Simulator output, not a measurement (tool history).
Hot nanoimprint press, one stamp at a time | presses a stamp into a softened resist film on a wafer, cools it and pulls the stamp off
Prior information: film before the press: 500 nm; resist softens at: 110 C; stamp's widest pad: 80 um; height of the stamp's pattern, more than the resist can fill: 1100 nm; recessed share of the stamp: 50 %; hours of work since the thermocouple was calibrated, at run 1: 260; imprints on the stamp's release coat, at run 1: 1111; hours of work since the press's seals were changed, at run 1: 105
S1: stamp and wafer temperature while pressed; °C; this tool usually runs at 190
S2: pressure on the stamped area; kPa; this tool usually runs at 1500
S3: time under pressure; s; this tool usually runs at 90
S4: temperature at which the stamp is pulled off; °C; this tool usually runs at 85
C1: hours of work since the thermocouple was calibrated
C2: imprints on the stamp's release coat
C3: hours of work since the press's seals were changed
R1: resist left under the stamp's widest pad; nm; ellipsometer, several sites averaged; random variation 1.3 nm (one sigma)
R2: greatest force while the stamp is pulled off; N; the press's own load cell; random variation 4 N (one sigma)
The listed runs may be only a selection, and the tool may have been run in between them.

run,hour,S1,S2,S3,S4,C1,C2,C3,R1,R2
1,0,190,1500,90,85,260,1111,105,205.8,260
2,11.6,190,1500,90,85,267,1137,113,208.9,259
3,25.2,190,2180,90,85,276,1167,121,177.2,267
# hour 35.4: stamp cleaned and given a new release coat
4,38.9,190,2180,90,85,281,8,126,176.4,239
5,54.2,188,1500,90,85,290,42,136,231.8,235
6,65.2,190,1500,90,74,297,66,143,210,280
7,75.2,190,1500,90,74,303,89,149,209.8,280
8,84.2,190,1500,90,74,309,109,154,209.8,286
9,95.9,190,1500,90,85,317,135,162,210.4,232
10,106.9,190,1500,90,87,323,160,169,209,233
11,119.2,190,1500,90,87,331,187,177,214.1,231
12,127.4,197,1500,90,85,336,206,182,148.6,241
13,135.5,197,1500,90,85,341,224,187,151,245
# hour 146.7: plate thermocouple calibrated
14,153.5,197,1500,90,85,4,257,196,148,243
15,163.2,190,1500,177,85,10,279,202,158.6,241
16,177.2,190,1500,177,85,19,311,211,159,244
17,194.3,190,1500,167,89,30,349,222,164.8,235
18,206.4,190,1500,167,89,38,376,230,165.6,228
19,216.7,191,1500,167,79,44,399,236,157.7,275
20,232.3,193,1500,167,83,54,434,246,141.1,255
21,243.3,184,2010,98,88,61,459,253,248.9,229
# hour 259.6: plate thermocouple calibrated, once more
22,261.1,184,2010,98,88,1,492,262,238.4,231
23,272,190,1140,112,85,8,516,269,210,245
24,285.5,190,1140,90,78,16,547,277,229.8,281
25,302.5,190,1140,90,78,27,585,288,232.2,281
26,313.5,193,1500,120,85,34,609,295,156.4,252
27,320.9,193,1960,120,85,39,626,300,136.6,250
28,336.6,190,1410,122,85,48,661,310,186.4,248
29,349.6,193,1530,144,87,57,690,318,142.2,247

Selected run-to-run steps in R1, each split into two signed amounts: the part the tool would show with no hidden state at all (from settings, incoming material and random variation), and the remainder, which goes to the hidden state together with any gauge scatter not common to the measured and the hidden-state-free results:
Unlogged tool condition in this case: true temperature over the reading, C; pressure that arrives at the usual setting, %; grip of the stamp's worn release coat, % over a new coat's; drift of the gauge itself on residual_nm, %; drift of the gauge itself on pull_off_n, %.
Run 20 -> 21: S1 193 -> 184, S2 1500 -> 2010, S3 167 -> 98, S4 83 -> 88. R1 +107.8 nm: hidden state +6, all else +101.8.
Run 21 -> 22: plate thermocouple calibrated, once more. R1 -10.5 nm: hidden state -12.2, all else +1.7.
Run 25 -> 26: S1 190 -> 193, S2 1140 -> 1500, S3 90 -> 120, S4 78 -> 85. R1 -75.8 nm: hidden state -0.3, all else -75.5.
